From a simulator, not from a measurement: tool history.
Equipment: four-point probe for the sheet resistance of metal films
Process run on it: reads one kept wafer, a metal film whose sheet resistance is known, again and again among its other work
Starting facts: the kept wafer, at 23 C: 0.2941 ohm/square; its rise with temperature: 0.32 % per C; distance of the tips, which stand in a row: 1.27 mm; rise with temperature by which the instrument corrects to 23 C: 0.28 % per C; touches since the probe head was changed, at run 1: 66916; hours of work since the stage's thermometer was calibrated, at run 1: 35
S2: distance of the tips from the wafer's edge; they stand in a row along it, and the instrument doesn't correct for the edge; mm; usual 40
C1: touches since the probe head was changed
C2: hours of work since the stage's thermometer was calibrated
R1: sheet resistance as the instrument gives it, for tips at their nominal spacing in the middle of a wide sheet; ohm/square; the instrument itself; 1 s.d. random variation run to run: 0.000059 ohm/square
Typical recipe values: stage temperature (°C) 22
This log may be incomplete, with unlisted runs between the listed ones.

run 1 hour=0.0 | stage_temperature_(°C)=22 S2=40 | C1=66916 C2=35 | R1=0.296824
run 2 hour=15.8 | stage_temperature_(°C)=22 S2=40 | C1=67345 C2=43 | R1=0.296769
run 3 hour=31.8 | stage_temperature_(°C)=22 S2=40 | C1=67781 C2=52 | R1=0.296829
run 4 hour=45.4 | stage_temperature_(°C)=22 S2=40 | C1=68151 C2=59 | R1=0.296818
run 5 hour=60.9 | stage_temperature_(°C)=22 S2=40 | C1=68574 C2=67 | R1=0.296916
run 6 hour=69.1 | stage_temperature_(°C)=22 S2=40 | C1=68796 C2=72 | R1=0.296888
run 7 hour=84.0 | stage_temperature_(°C)=22 S2=40 | C1=69202 C2=80 | R1=0.296840
run 8 hour=98.9 | stage_temperature_(°C)=22 S2=40 | C1=69608 C2=87 | R1=0.296970
run 9 hour=115.1 | stage_temperature_(°C)=22 S2=40 | C1=70049 C2=96 | R1=0.296832
run 10 hour=122.1 | stage_temperature_(°C)=22 S2=40 | C1=70238 C2=100 | R1=0.296897
run 11 hour=132.9 | stage_temperature_(°C)=22 S2=40 | C1=70533 C2=105 | R1=0.296921
run 12 hour=146.7 | stage_temperature_(°C)=22 S2=49 | C1=70908 C2=113 | R1=0.296842
run 13 hour=161.5 | stage_temperature_(°C)=31 S2=40 | C1=71311 C2=120 | R1=0.297965
run 14 hour=176.3 | stage_temperature_(°C)=22 S2=19 | C1=71713 C2=128 | R1=0.297323
run 15 hour=187.6 | stage_temperature_(°C)=22 S2=19 | C1=72023 C2=134 | R1=0.297329
run 16 hour=197.7 | stage_temperature_(°C)=22 S2=15 | C1=72296 C2=140 | R1=0.297971
run 17 hour=213.0 | stage_temperature_(°C)=24 S2=40 | C1=72713 C2=148 | R1=0.297166
run 18 hour=222.5 | stage_temperature_(°C)=32 S2=40 | C1=72971 C2=153 | R1=0.298114
run 19 hour=239.2 | stage_temperature_(°C)=32 S2=4 | C1=73425 C2=162 | R1=0.313136
run 20 hour=252.8 | stage_temperature_(°C)=32 S2=4 | C1=73796 C2=169 | R1=0.313173
run 21 hour=267.4 | stage_temperature_(°C)=25 S2=40 | C1=74195 C2=177 | R1=0.297292
run 22 hour=279.3 | stage_temperature_(°C)=22 S2=40 | C1=74518 C2=183 | R1=0.296878
run 23 hour=289.6 | stage_temperature_(°C)=22 S2=6 | C1=74797 C2=188 | R1=0.303801
run 24 hour=299.8 | stage_temperature_(°C)=27 S2=36 | C1=75076 C2=194 | R1=0.297536
run 25 hour=306.6 | stage_temperature_(°C)=21 S2=15 | C1=75260 C2=197 | R1=0.297807
run 26 hour=313.9 | stage_temperature_(°C)=19 S2=6 | C1=75459 C2=201 | R1=0.303448
run 27 hour=328.5 | stage_temperature_(°C)=28 S2=14 | C1=75857 C2=209 | R1=0.298853
run 28 hour=337.9 | stage_temperature_(°C)=28 S2=14 | C1=76112 C2=214 | R1=0.298810
run 29 hour=345.6 | stage_temperature_(°C)=28 S2=5 | C1=76321 C2=218 | R1=0.307508
run 30 hour=357.1 | stage_temperature_(°C)=26 S2=7 | C1=76634 C2=224 | R1=0.302511
run 31 hour=364.4 | stage_temperature_(°C)=26 S2=7 | C1=76834 C2=228 | R1=0.302482
run 32 hour=378.9 | stage_temperature_(°C)=28 S2=40 | C1=77229 C2=235 | R1=0.297696
run 33 hour=391.9 | stage_temperature_(°C)=27 S2=10 | C1=77582 C2=242 | R1=0.299937
run 34 hour=401.9 | stage_temperature_(°C)=25 S2=40 | C1=77855 C2=248 | R1=0.297275
run 35 hour=409.9 | stage_temperature_(°C)=21 S2=32 | C1=78073 C2=252 | R1=0.296996
run 36 hour=417.6 | stage_temperature_(°C)=21 S2=32 | C1=78282 C2=256 | R1=0.296974
run 37 hour=426.0 | stage_temperature_(°C)=22 S2=23 | C1=78509 C2=260 | R1=0.297389
run 38 hour=436.0 | stage_temperature_(°C)=24 S2=7 | C1=78781 C2=266 | R1=0.302237
run 39 hour=445.6 | stage_temperature_(°C)=24 S2=7 | C1=79043 C2=271 | R1=0.302342
run 40 hour=458.6 | stage_temperature_(°C)=24 S2=7 | C1=79397 C2=278 | R1=0.302323
run 41 hour=468.4 | stage_temperature_(°C)=29 S2=4 | C1=79663 C2=283 | R1=0.312913
run 42 hour=483.9 | stage_temperature_(°C)=19 S2=15 | C1=80086 C2=291 | R1=0.297609
run 43 hour=492.5 | stage_temperature_(°C)=25 S2=3 | C1=80319 C2=296 | R1=0.323180
run 44 hour=499.5 | stage_temperature_(°C)=25 S2=3 | C1=80509 C2=299 | R1=0.323088

A few steps of R1 between consecutive runs. Split each: what settings, incoming material and random variation would produce without the hidden state, and what is left over for the hidden state, along with gauge scatter present in only one of the two compared results (measured, and without hidden state):
Hidden state present: inner tips' distance over the nominal, %; tips' flats over new ones', %; wafer's true temperature over the reading, C; drift of the gauge itself on sheet_ohm, %.
Run 18 -> 19: S2 40 -> 4. R1 +0.015022 ohm/square: hidden state +0.000137, all else +0.014885.
Run 20 -> 21: stage temperature (°C) 32 -> 25, S2 4 -> 40. R1 -0.015881 ohm/square: hidden state -0.000129, all else -0.015752.
Run 41 -> 42: stage temperature (°C) 29 -> 19, S2 4 -> 15. R1 -0.015304 ohm/square: hidden state -0.000130, all else -0.015174.
Run 42 -> 43: stage temperature (°C) 19 -> 25, S2 15 -> 3. R1 +0.025571 ohm/square: hidden state +0.000230, all else +0.025341.
